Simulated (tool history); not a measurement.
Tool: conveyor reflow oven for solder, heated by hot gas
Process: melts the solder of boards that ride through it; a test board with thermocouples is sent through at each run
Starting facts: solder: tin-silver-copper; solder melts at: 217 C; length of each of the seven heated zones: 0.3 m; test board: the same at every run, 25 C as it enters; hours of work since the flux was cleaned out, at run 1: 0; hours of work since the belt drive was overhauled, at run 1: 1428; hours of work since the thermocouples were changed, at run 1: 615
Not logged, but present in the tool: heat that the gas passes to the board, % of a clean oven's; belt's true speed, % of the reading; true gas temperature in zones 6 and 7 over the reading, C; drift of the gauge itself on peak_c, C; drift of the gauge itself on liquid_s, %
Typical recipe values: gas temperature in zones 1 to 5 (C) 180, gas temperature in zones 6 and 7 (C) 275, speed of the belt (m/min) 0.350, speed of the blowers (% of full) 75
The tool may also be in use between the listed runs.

run,hour,gas temperature in zones 1 to 5 (C),gas temperature in zones 6 and 7 (C),speed of the belt (m/min),speed of the blowers (% of full),hours of work since the flux was cleaned out,hours of work since the belt drive was overhauled,hours of work since the thermocouples were changed,highest temperature of the board (C),time above the solder's melting point (s)
1,0.0,180,275,0.350,75,0,1428,615,265.5,91.9
# hour 16.7: belt drive overhauled, speed set with a stopwatch
2,70.3,180,275,0.350,75,53,43,668,265.6,91.8
# hour 150.2: thermocouples of zones 6 and 7 changed
3,162.8,180,275,0.350,75,125,115,10,265.6,91.9
4,206.8,180,275,0.350,75,160,150,45,265.6,91.9
5,285.6,180,275,0.350,75,222,212,108,265.5,91.5
6,336.7,180,275,0.350,75,263,253,148,265.9,91.8
7,405.2,180,275,0.350,75,317,307,203,265.8,91.8
8,458.1,193,275,0.299,75,360,349,245,270.0,117.1
9,504.2,180,271,0.299,78,396,386,282,265.3,108.4
# hour 528.0: flux residue cleaned out of gas plates and filters
10,592.5,177,279,0.411,78,51,452,348,265.2,76.1
11,662.3,177,279,0.411,51,107,508,403,259.8,71.7

Forecast run 12:
12,755.8,177,279,0.411,51,181,582,478,?,?

Run 12 yielded highest temperature of the board (C) 259.5, time above the solder's melting point (s) 71.7.
With no hidden state in the tool, this same run would have given highest temperature of the board (C) 259.5, time above the solder's melting point (s) 71.7.
